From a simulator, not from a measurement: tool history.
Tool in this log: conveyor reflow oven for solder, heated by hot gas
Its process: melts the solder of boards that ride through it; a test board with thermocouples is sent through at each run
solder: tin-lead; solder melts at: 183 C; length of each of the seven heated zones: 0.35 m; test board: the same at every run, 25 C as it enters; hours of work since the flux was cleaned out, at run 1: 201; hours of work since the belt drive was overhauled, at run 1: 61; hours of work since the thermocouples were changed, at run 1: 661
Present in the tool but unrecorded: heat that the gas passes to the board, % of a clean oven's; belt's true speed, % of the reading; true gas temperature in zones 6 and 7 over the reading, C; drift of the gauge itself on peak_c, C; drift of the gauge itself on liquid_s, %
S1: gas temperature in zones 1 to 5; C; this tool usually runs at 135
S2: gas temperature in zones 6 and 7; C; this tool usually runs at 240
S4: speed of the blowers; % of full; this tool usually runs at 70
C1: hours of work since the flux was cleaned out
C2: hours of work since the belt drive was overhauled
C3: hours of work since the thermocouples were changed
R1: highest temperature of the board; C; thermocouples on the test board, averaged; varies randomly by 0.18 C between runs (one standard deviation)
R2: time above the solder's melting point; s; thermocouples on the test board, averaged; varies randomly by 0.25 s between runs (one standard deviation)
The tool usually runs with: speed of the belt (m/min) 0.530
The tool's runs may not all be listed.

Run 1, hour 0.0: usual settings; C1 201; C2 61; C3 661. Result: R1 220.2 C, R2 59.7 s.
Run 2, hour 8.7: usual settings; C1 205; C2 65; C3 665. Result: R1 220.3 C, R2 59.8 s.
Run 3, hour 16.5: usual settings; C1 209; C2 68; C3 668. Result: R1 220.3 C, R2 60.4 s.
Run 4, hour 22.9: usual settings but S1 140 C; C1 211; C2 71; C3 671. Result: R1 221.3 C, R2 63.0 s.
Run 5, hour 29.0: usual settings but S1 140 C; C1 214; C2 74; C3 674. Result: R1 221.7 C, R2 62.8 s.
Run 6, hour 36.7: usual settings; C1 218; C2 77; C3 677. Result: R1 220.2 C, R2 60.2 s.
Run 7, hour 41.7: usual settings; C1 220; C2 79; C3 680. Result: R1 219.9 C, R2 59.8 s.
Run 8, hour 48.1: usual settings but S4 81 % of full; C1 223; C2 82; C3 682. Result: R1 222.8 C, R2 62.3 s.
Run 9, hour 53.2: usual settings but S4 81 % of full; C1 225; C2 84; C3 685. Result: R1 222.7 C, R2 62.3 s.
Run 10, hour 59.0: usual settings but S4 81 % of full; C1 227; C2 87; C3 687. Result: R1 222.9 C, R2 62.0 s.
Run 11, hour 64.8: usual settings but S4 81 % of full; C1 230; C2 89; C3 690. Result: R1 222.7 C, R2 61.9 s.
Run 12, hour 71.2: usual settings but S4 61 % of full; C1 233; C2 92; C3 693. Result: R1 217.8 C, R2 57.5 s.
Run 13, hour 78.3: usual settings but S2 247 C; C1 236; C2 95; C3 696. Result: R1 226.1 C, R2 64.1 s.
Run 14, hour 84.0: usual settings but S2 247 C; C1 238; C2 98; C3 698. Result: R1 225.9 C, R2 64.2 s.
Run 15, hour 88.5: usual settings but S2 247 C; C1 240; C2 100; C3 700. Result: R1 225.8 C, R2 63.9 s.
Run 16, hour 94.3: usual settings but S1 145 C, S2 238 C, speed of the belt (m/min) 0.583, S4 80 % of full; C1 243; C2 102; C3 703. Result: R1 219.3 C, R2 56.9 s.
Run 17, hour 99.9: usual settings but S1 145 C, S2 238 C, speed of the belt (m/min) 0.583, S4 80 % of full; C1 245; C2 105; C3 705. Result: R1 219.4 C, R2 57.0 s.
Run 18, hour 104.3: usual settings but S1 128 C, S2 247 C, speed of the belt (m/min) 0.457, S4 63 % of full; C1 247; C2 107; C3 707. Result: R1 228.6 C, R2 74.0 s.
Run 19, hour 111.5: usual settings but S1 128 C, S2 247 C, speed of the belt (m/min) 0.457, S4 63 % of full; C1 251; C2 110; C3 710. Result: R1 228.6 C, R2 74.5 s.
Run 20, hour 119.3: usual settings but S1 146 C, S2 242 C, speed of the belt (m/min) 0.531, S4 69 % of full; C1 254; C2 113; C3 714. Result: R1 223.4 C, R2 66.0 s.
Run 21, hour 125.6: usual settings but S1 146 C, S2 242 C, speed of the belt (m/min) 0.439, S4 87 % of full; C1 257; C2 116; C3 717. Result: R1 232.8 C, R2 87.2 s.
Run 22, hour 132.0: usual settings but S1 132 C, S2 242 C, speed of the belt (m/min) 0.439, S4 87 % of full; C1 260; C2 119; C3 719. Result: R1 231.2 C, R2 81.1 s.
Run 23, hour 136.7: usual settings but S1 139 C, S2 255 C, speed of the belt (m/min) 0.588, S4 62 % of full; C1 262; C2 121; C3 721. Result: R1 226.0 C, R2 58.6 s.
Run 24, hour 144.6: usual settings but S1 123 C, S2 244 C, speed of the belt (m/min) 0.487, S4 51 % of full; C1 265; C2 125; C3 725. Result: R1 217.8 C, R2 58.4 s.
Run 25, hour 148.7: usual settings but S1 133 C, S4 71 % of full; C1 267; C2 126; C3 727. Result: R1 219.7 C, R2 58.9 s.
Run 26, hour 156.3: usual settings but S1 128 C, speed of the belt (m/min) 0.563; C1 270; C2 130; C3 730. Result: R1 215.5 C, R2 50.1 s.
Run 27, hour 165.3: usual settings but S1 128 C, S2 247 C, speed of the belt (m/min) 0.563; C1 274; C2 134; C3 734. Result: R1 221.2 C, R2 54.8 s.
Run 28, hour 171.5: usual settings but S1 128 C, S2 247 C, speed of the belt (m/min) 0.563; C1 277; C2 136; C3 737. Result: R1 221.1 C, R2 54.7 s.
Run 29, hour 177.7: usual settings but speed of the belt (m/min) 0.494; C1 280; C2 139; C3 739. Result: R1 222.0 C, R2 66.1 s.
Run 30, hour 181.8: usual settings but S1 138 C, S2 246 C, speed of the belt (m/min) 0.487; C1 282; C2 141; C3 741. Result: R1 228.4 C, R2 73.5 s.

Some steps in R1 between neighbouring runs. How much of each would the tool show without its hidden state too (settings, what came in, random variation), and how much is left for the hidden state, with any gauge scatter that isn't in both results?
Run 12 -> 13: S2 240 -> 247, S4 61 -> 70. R1 +8.3 C: hidden state -0.3, all else +8.6.
Run 17 -> 18: S1 145 -> 128, S2 238 -> 247, speed of the belt (m/min) 0.583 -> 0.457, S4 80 -> 63. R1 +9.2 C: hidden state +0.4, all else +8.8.
Run 20 -> 21: speed of the belt (m/min) 0.531 -> 0.439, S4 69 -> 87. R1 +9.4 C: hidden state +0.7, all else +8.7.
Run 22 -> 23: S1 132 -> 139, S2 242 -> 255, speed of the belt (m/min) 0.439 -> 0.588, S4 87 -> 62. R1 -5.2 C: hidden state -1.1, all else -4.1.
Run 28 -> 29: S1 128 -> 135, S2 247 -> 240, speed of the belt (m/min) 0.563 -> 0.494. R1 +0.9 C: hidden state +0.9, all else +0.0.

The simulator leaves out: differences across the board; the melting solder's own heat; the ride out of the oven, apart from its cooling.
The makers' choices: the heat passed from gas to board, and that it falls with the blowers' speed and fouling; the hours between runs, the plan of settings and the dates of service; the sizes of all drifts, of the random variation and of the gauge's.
